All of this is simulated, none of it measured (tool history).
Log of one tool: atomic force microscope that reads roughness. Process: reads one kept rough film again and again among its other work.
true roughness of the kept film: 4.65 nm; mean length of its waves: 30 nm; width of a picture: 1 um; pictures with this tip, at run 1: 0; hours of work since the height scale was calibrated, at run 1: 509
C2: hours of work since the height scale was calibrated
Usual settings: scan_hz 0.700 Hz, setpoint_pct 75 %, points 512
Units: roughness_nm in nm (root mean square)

Run 1, day 0.000: usual settings; pictures with this tip 0; C2 509. Result: roughness_nm 3.954 nm (root mean square).
Run 2, day 1.592: usual settings; pictures with this tip 86; C2 536. Result: roughness_nm 3.903 nm (root mean square).
Run 3, day 2.471: usual settings; pictures with this tip 133; C2 550. Result: roughness_nm 3.916 nm (root mean square).
Run 4, day 3.546: usual settings; pictures with this tip 191; C2 568. Result: roughness_nm 3.909 nm (root mean square).
Run 5, day 4.717: usual settings; pictures with this tip 254; C2 588. Result: roughness_nm 3.895 nm (root mean square).
At day 5.858: new tip fitted.
Run 6, day 5.858: usual settings; pictures with this tip 1; C2 607. Result: roughness_nm 3.904 nm (root mean square).
Run 7, day 6.996: usual settings; pictures with this tip 62; C2 625. Result: roughness_nm 3.945 nm (root mean square).
Run 8, day 8.196: usual settings; pictures with this tip 126; C2 646. Result: roughness_nm 3.909 nm (root mean square).
Run 9, day 9.562: usual settings but scan_hz 2.193 Hz; pictures with this tip 200; C2 668. Result: roughness_nm 3.657 nm (root mean square).
Run 10, day 11.088: usual settings but scan_hz 1.772 Hz; pictures with this tip 282; C2 694. Result: roughness_nm 3.731 nm (root mean square).
At day 11.704: new tip fitted.
Run 11, day 12.771: usual settings but scan_hz 1.772 Hz; pictures with this tip 57; C2 721. Result: roughness_nm 3.732 nm (root mean square).
Run 12, day 13.792: usual settings; pictures with this tip 112; C2 739. Result: roughness_nm 3.902 nm (root mean square).
Run 13, day 14.629: usual settings; pictures with this tip 157; C2 752. Result: roughness_nm 3.936 nm (root mean square).
Run 14, day 15.962: usual settings but scan_hz 1.904 Hz; pictures with this tip 229; C2 775. Result: roughness_nm 3.695 nm (root mean square).
Run 15, day 17.317: usual settings; pictures with this tip 302; C2 797. Result: roughness_nm 3.903 nm (root mean square).
At day 17.638: new tip fitted.
Run 16, day 18.375: usual settings; pictures with this tip 40; C2 815. Result: roughness_nm 3.925 nm (root mean square).
Run 17, day 20.062: usual settings; pictures with this tip 131; C2 843. Result: roughness_nm 3.911 nm (root mean square).
Run 18, day 21.425: usual settings but points 465; pictures with this tip 204; C2 865. Result: roughness_nm 3.880 nm (root mean square).
Run 19, day 23.083: usual settings but points 465; pictures with this tip 294; C2 893. Result: roughness_nm 3.925 nm (root mean square).
At day 23.492: new tip fitted.
Run 20, day 24.158: usual settings but points 465; pictures with this tip 36; C2 911. Result: roughness_nm 3.926 nm (root mean square).
Run 21, day 25.725: usual settings but points 465; pictures with this tip 120; C2 937. Result: roughness_nm 3.918 nm (root mean square).
Run 22, day 26.788: usual settings; pictures with this tip 177; C2 955. Result: roughness_nm 3.927 nm (root mean square).
Run 23, day 27.579: usual settings; pictures with this tip 220; C2 968. Result: roughness_nm 3.938 nm (root mean square).
Run 24, day 29.050: usual settings; pictures with this tip 299; C2 992. Result: roughness_nm 3.906 nm (root mean square).
At day 29.371: new tip fitted.
Run 25, day 30.175: usual settings but setpoint_pct 56 %; pictures with this tip 43; C2 1011. Result: roughness_nm 4.010 nm (root mean square).
Run 26, day 31.583: usual settings but setpoint_pct 56 %; pictures with this tip 119; C2 1034. Result: roughness_nm 3.968 nm (root mean square).
Run 27, day 32.946: usual settings but setpoint_pct 56 %; pictures with this tip 192; C2 1057. Result: roughness_nm 3.987 nm (root mean square).
Run 28, day 34.550: usual settings but setpoint_pct 56 %; pictures with this tip 279; C2 1084. Result: roughness_nm 3.983 nm (root mean square).
At day 35.279: new tip fitted.
Run 29, day 36.258: usual settings but scan_hz 2.397 Hz, setpoint_pct 82 %; pictures with this tip 53; C2 1112. Result: roughness_nm 3.483 nm (root mean square).
Run 30, day 37.258: usual settings but scan_hz 2.125 Hz; pictures with this tip 107; C2 1129. Result: roughness_nm 3.674 nm (root mean square).
Run 31, day 38.292: usual settings but scan_hz 2.773 Hz, points 403; pictures with this tip 162; C2 1146. Result: roughness_nm 3.533 nm (root mean square).
Run 32, day 39.596: usual settings but scan_hz 1.723 Hz, setpoint_pct 89 %, points 713; pictures with this tip 233; C2 1168. Result: roughness_nm 3.471 nm (root mean square).
Run 33, day 41.025: usual settings but scan_hz 1.723 Hz, setpoint_pct 89 %, points 713; pictures with this tip 310; C2 1191. Result: roughness_nm 3.460 nm (root mean square).
At day 41.133: new tip fitted.
Run 34, day 42.396: usual settings but scan_hz 1.723 Hz, setpoint_pct 89 %, points 713; pictures with this tip 67; C2 1214. Result: roughness_nm 3.476 nm (root mean square).
Run 35, day 44.067: usual settings but scan_hz 2.177 Hz, points 438; pictures with this tip 158; C2 1242. Result: roughness_nm 3.672 nm (root mean square).
Run 36, day 45.729: usual settings but scan_hz 2.177 Hz, points 438; pictures with this tip 247; C2 1269. Result: roughness_nm 3.638 nm (root mean square).
Run 37, day 46.608: usual settings but scan_hz 0.687 Hz, setpoint_pct 62 %, points 318; pictures with this tip 295; C2 1284. Result: roughness_nm 3.966 nm (root mean square).
At day 47.012: new tip fitted.
Run 38, day 47.979: usual settings but scan_hz 3.307 Hz, points 327; pictures with this tip 52; C2 1307. Result: roughness_nm 3.453 nm (root mean square).
Run 39, day 48.688: usual settings but scan_hz 1.652 Hz, setpoint_pct 81 %, points 470; pictures with this tip 91; C2 1318. Result: roughness_nm 3.622 nm (root mean square).
Run 40, day 49.679: usual settings but scan_hz 1.652 Hz, setpoint_pct 81 %, points 470; pictures with this tip 144; C2 1335. Result: roughness_nm 3.650 nm (root mean square).
Run 41, day 50.879: usual settings but scan_hz 0.810 Hz, setpoint_pct 65 %, points 605; pictures with this tip 209; C2 1355. Result: roughness_nm 3.985 nm (root mean square).
Run 42, day 52.338: usual settings but scan_hz 1.288 Hz, setpoint_pct 77 %, points 408; pictures with this tip 287; C2 1379. Result: roughness_nm 3.764 nm (root mean square).
At day 52.896: new tip fitted.
Run 43, day 53.500: usual settings but scan_hz 0.718 Hz, setpoint_pct 77 %, points 408; pictures with this tip 33; C2 1398. Result: roughness_nm 3.901 nm (root mean square).
Run 44, day 54.742: usual settings but scan_hz 0.718 Hz, setpoint_pct 77 %, points 408; pictures with this tip 100; C2 1419. Result: roughness_nm 3.874 nm (root mean square).
Run 45, day 56.488: usual settings but scan_hz 0.718 Hz, setpoint_pct 77 %, points 408; pictures with this tip 194; C2 1448. Result: roughness_nm 3.880 nm (root mean square).
Run 46, day 57.292: usual settings but scan_hz 0.718 Hz, setpoint_pct 84 %, points 408; pictures with this tip 237; C2 1462. Result: roughness_nm 3.813 nm (root mean square).
Run 47, day 58.304: usual settings but scan_hz 1.754 Hz, points 791; pictures with this tip 292; C2 1479. Result: roughness_nm 3.744 nm (root mean square).
At day 58.704: new tip fitted.
Run 48, day 59.175: usual settings but scan_hz 1.754 Hz, setpoint_pct 59 %, points 494; pictures with this tip 26; C2 1493. Result: roughness_nm 3.907 nm (root mean square).
Run 49, day 60.812: usual settings but scan_hz 3.712 Hz, setpoint_pct 59 %, points 478; pictures with this tip 114; C2 1520. Result: roughness_nm 3.789 nm (root mean square).
Run 50, day 61.971: usual settings but scan_hz 3.712 Hz, setpoint_pct 59 %, points 478; pictures with this tip 177; C2 1539. Result: roughness_nm 3.784 nm (root mean square).
Run 51, day 63.125: usual settings but scan_hz 0.630 Hz, setpoint_pct 61 %; pictures with this tip 239; C2 1559. Result: roughness_nm 3.982 nm (root mean square).
Run 52, day 64.158: usual settings but scan_hz 1.236 Hz, points 371; pictures with this tip 294; C2 1576. Result: roughness_nm 3.795 nm (root mean square).

Forecast each of these 4 alternatives for the next run:
At day 64.500: new tip fitted.
Run A, day 65.204: usual settings but scan_hz 1.236 Hz, setpoint_pct 89 %, points 926; pictures with this tip 38; C2 1593. Result: roughness_nm ?.
At day 64.500: new tip fitted.
Run B, day 65.204: usual settings but scan_hz 2.816 Hz, points 371; pictures with this tip 38; C2 1593. Result: roughness_nm ?.
At day 64.500: new tip fitted.
Run C, day 65.204: usual settings but scan_hz 2.025 Hz, setpoint_pct 73 %, points 634; pictures with this tip 38; C2 1593. Result: roughness_nm ?.
At day 64.500: new tip fitted.
Run D, day 65.204: usual settings but scan_hz 0.855 Hz; pictures with this tip 38; C2 1593. Result: roughness_nm ?.

run  roughness_nm
  A         3.611
  B         3.514
  C         3.735
  D         3.855
Without the tool's hidden state the same runs would have given:
run  roughness_nm
  A         3.612
  B         3.515
  C         3.735
  D         3.855
